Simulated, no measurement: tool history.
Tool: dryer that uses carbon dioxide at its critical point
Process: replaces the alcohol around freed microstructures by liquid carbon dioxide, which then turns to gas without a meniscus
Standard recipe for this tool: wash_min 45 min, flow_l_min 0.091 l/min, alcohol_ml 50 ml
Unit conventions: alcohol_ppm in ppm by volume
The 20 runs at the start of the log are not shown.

run 21 hour=701.7 | wash_min=49 flow_l_min=0.091 alcohol_ml=50 | alcohol_ppm=107
run 22 hour=736.5 | wash_min=49 flow_l_min=0.091 alcohol_ml=50 | alcohol_ppm=101
run 23 hour=761 | wash_min=45 flow_l_min=0.1227 alcohol_ml=50 | alcohol_ppm=51
run 24 hour=784.7 | wash_min=50 flow_l_min=0.1004 alcohol_ml=60 | alcohol_ppm=72
run 25 hour=822.2 | wash_min=45 flow_l_min=0.0697 alcohol_ml=75 | alcohol_ppm=940
run 26 hour=861.1 | wash_min=45 flow_l_min=0.1072 alcohol_ml=26 | alcohol_ppm=70
run 27 hour=887.3 | wash_min=45 flow_l_min=0.1072 alcohol_ml=26 | alcohol_ppm=69
run 28 hour=922 | wash_min=43 flow_l_min=0.0699 alcohol_ml=106 | alcohol_ppm=1603
run 29 hour=963.5 | wash_min=43 flow_l_min=0.0699 alcohol_ml=106 | alcohol_ppm=1650
run 30 hour=1006.7 | wash_min=43 flow_l_min=0.0699 alcohol_ml=106 | alcohol_ppm=1648
run 31 hour=1043.6 | wash_min=43 flow_l_min=0.0699 alcohol_ml=106 | alcohol_ppm=1700
run 32 hour=1069.9 | wash_min=31 flow_l_min=0.1147 alcohol_ml=29 | alcohol_ppm=244
run 33 hour=1120.8 | wash_min=64 flow_l_min=0.091 alcohol_ml=50 | alcohol_ppm=56
run 34 hour=1149.5 | wash_min=39 flow_l_min=0.0985 alcohol_ml=38 | alcohol_ppm=221
run 35 hour=1173.6 | wash_min=39 flow_l_min=0.0872 alcohol_ml=53 | alcohol_ppm=520
run 36 hour=1216.6 | wash_min=39 flow_l_min=0.1431 alcohol_ml=90 | alcohol_ppm=81
run 37 hour=1242.1 | wash_min=39 flow_l_min=0.1431 alcohol_ml=90 | alcohol_ppm=81
run 38 hour=1286.1 | wash_min=39 flow_l_min=0.1431 alcohol_ml=99 | alcohol_ppm=83

Predict the results of run 39:
run 39 hour=1323.2 | wash_min=39 flow_l_min=0.1431 alcohol_ml=99 | alcohol_ppm=?

alcohol_ppm: 101 ppm by volume
With the hidden condition absent and the run-to-run variation left alone, this run would have shown alcohol_ppm 38 ppm by volume.
